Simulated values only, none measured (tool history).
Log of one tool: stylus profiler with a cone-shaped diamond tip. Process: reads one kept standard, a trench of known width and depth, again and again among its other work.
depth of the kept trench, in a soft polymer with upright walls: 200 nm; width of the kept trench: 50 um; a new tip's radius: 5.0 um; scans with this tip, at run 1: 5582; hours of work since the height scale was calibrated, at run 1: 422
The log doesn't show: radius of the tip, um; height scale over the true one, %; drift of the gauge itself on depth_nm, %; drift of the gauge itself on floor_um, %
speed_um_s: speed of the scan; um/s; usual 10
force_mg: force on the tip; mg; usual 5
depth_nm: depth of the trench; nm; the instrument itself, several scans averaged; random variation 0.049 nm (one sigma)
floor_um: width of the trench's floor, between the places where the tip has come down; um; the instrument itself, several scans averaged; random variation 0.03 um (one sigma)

run	hour	speed_um_s	force_mg	scans with this tip	hours of work since the height scale was calibrated	depth_nm	floor_um
1	0	10	5	5582	422	204.23	45.98
2	17.2	10	5.25	5693	431	204.36	45.96
3	36	10	5	5813	440	204.29	46.03
4	56.7	10	2.62	5946	450	202.64	45.94
5	72.2	10	2.62	6045	457	202.69	45.93
6	91.8	10	2.62	6170	467	202.64	45.86
7	101.6	10	5	6233	472	204.28	45.92
8	111.9	10	5	6299	477	204.18	45.9
9	129.3	10	5	6411	485	204.19	45.87
10	143.2	10	5	6500	492	204.21	45.84
11	158.2	10	5	6596	499	204.21	45.83
12	172.8	10	5	6690	506	204.3	45.79
13	193	10	5	6819	516	204.16	45.79
14	202.4	10	5	6879	520	204.23	45.8
15	216.2	38	5	6967	527	204.12	45.66
16	230	38	5	7056	534	204.24	45.59
17	242.7	6	8.75	7137	540	206.2	45.73
18	253.9	11	9.42	7209	545	206.54	45.67
19	269.8	11	9.42	7311	553	206.55	45.72
20	286.4	11	9.42	7417	561	206.56	45.71
21	301.4	16	11.98	7513	568	207.7	45.65
22	315.9	21	4.66	7606	575	203.93	45.63
23	325.3	3	9.85	7666	580	206.82	45.7
24	337.5	3	9.85	7744	586	206.79	45.65
25	349.5	3	10.03	7822	592	206.81	45.68
26	366.2	9	3.32	7928	600	203.14	45.59
27	385	9	5.12	8049	609	204.27	45.56
28	395.6	9	5.12	8117	614	204.3	45.57
29	409.8	15	1.71	8208	621	201.81	45.49
30	423.3	5	14.67	8295	628	208.86	45.53
31	435.7	5	14.67	8374	634	208.92	45.59

Forecast each of these 5 alternatives for the next run:
A	453.8	35	2.02	8490	642	?	?
B	453.8	3	4.61	8490	642	?	?
C	453.8	2	11.69	8490	642	?	?
D	453.8	16	14.67	8490	642	?	?
E	453.8	3	6.68	8490	642	?	?

run	depth_nm	floor_um
A	202.13	45.31
B	203.92	45.5
C	207.64	45.49
D	208.92	45.52
E	205.09	45.47
Without the tool's hidden state the same runs would have given:
run	depth_nm	floor_um
A	202.49	46.97
B	204.28	47.17
C	208.01	47.16
D	209.29	47.19
E	205.45	47.14
